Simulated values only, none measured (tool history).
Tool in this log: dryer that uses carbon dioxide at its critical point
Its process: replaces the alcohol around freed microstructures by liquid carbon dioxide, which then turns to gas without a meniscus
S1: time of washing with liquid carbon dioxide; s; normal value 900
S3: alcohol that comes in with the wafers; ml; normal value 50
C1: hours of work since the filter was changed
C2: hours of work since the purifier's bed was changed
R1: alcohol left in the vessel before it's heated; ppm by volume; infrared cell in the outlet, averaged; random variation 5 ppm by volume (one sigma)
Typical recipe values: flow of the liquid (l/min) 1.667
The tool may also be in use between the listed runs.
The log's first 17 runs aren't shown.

run 18 day=27.204 | S1=900 flow_of_the_liquid_(l/min)=1.667 S3=63 | C1=316 C2=173 | R1=107
run 19 day=29.158 | S1=900 flow_of_the_liquid_(l/min)=1.667 S3=73 | C1=338 C2=195 | R1=113
run 20 day=31.088 | S1=900 flow_of_the_liquid_(l/min)=1.110 S3=73 | C1=359 C2=216 | R1=598
run 21 day=32.675 | S1=1140 flow_of_the_liquid_(l/min)=1.040 S3=73 | C1=376 C2=233 | R1=348
run 22 day=34.838 | S1=660 flow_of_the_liquid_(l/min)=2.050 S3=50 | C1=400 C2=257 | R1=144
-- day=35.004 inlet filter changed
run 23 day=37.062 | S1=660 flow_of_the_liquid_(l/min)=2.050 S3=50 | C1=23 C2=281 | R1=118
run 24 day=39.446 | S1=1140 flow_of_the_liquid_(l/min)=2.380 S3=62 | C1=49 C2=307 | R1=75
run 25 day=40.567 | S1=1020 flow_of_the_liquid_(l/min)=2.380 S3=35 | C1=61 C2=319 | R1=71
run 26 day=42.254 | S1=1020 flow_of_the_liquid_(l/min)=2.380 S3=35 | C1=79 C2=338 | R1=70
run 27 day=43.975 | S1=1020 flow_of_the_liquid_(l/min)=2.380 S3=35 | C1=98 C2=356 | R1=59
run 28 day=46.042 | S1=1020 flow_of_the_liquid_(l/min)=2.380 S3=35 | C1=121 C2=379 | R1=81
run 29 day=48.183 | S1=900 flow_of_the_liquid_(l/min)=2.130 S3=74 | C1=144 C2=402 | R1=97
run 30 day=49.725 | S1=960 flow_of_the_liquid_(l/min)=1.667 S3=58 | C1=161 C2=419 | R1=112
run 31 day=51.167 | S1=1020 flow_of_the_liquid_(l/min)=1.750 S3=50 | C1=177 C2=435 | R1=104
run 32 day=53.725 | S1=1080 flow_of_the_liquid_(l/min)=1.750 S3=50 | C1=205 C2=463 | R1=101
run 33 day=55.354 | S1=900 flow_of_the_liquid_(l/min)=1.790 S3=50 | C1=223 C2=481 | R1=132
run 34 day=57.775 | S1=1260 flow_of_the_liquid_(l/min)=1.170 S3=84 | C1=249 C2=507 | R1=211
run 35 day=59.100 | S1=1380 flow_of_the_liquid_(l/min)=2.600 S3=84 | C1=264 C2=522 | R1=104
run 36 day=61.438 | S1=900 flow_of_the_liquid_(l/min)=1.450 S3=50 | C1=289 C2=548 | R1=212

Alternative continuations, all from the tool just after run 36; predict every row:
run A day=63.054 | S1=720 flow_of_the_liquid_(l/min)=1.040 S3=113 | C1=307 C2=565 | R1=?
run B day=63.054 | S1=1260 flow_of_the_liquid_(l/min)=2.760 S3=23 | C1=307 C2=565 | R1=?
run C day=63.054 | S1=780 flow_of_the_liquid_(l/min)=1.667 S3=50 | C1=307 C2=565 | R1=?

run=A R1=2121
run=B R1=124
run=C R1=219
The same runs, with their run-to-run variation unchanged, on a tool lacking any hidden condition would have given:
run=A R1=1695
run=B R1=10
run=C R1=78
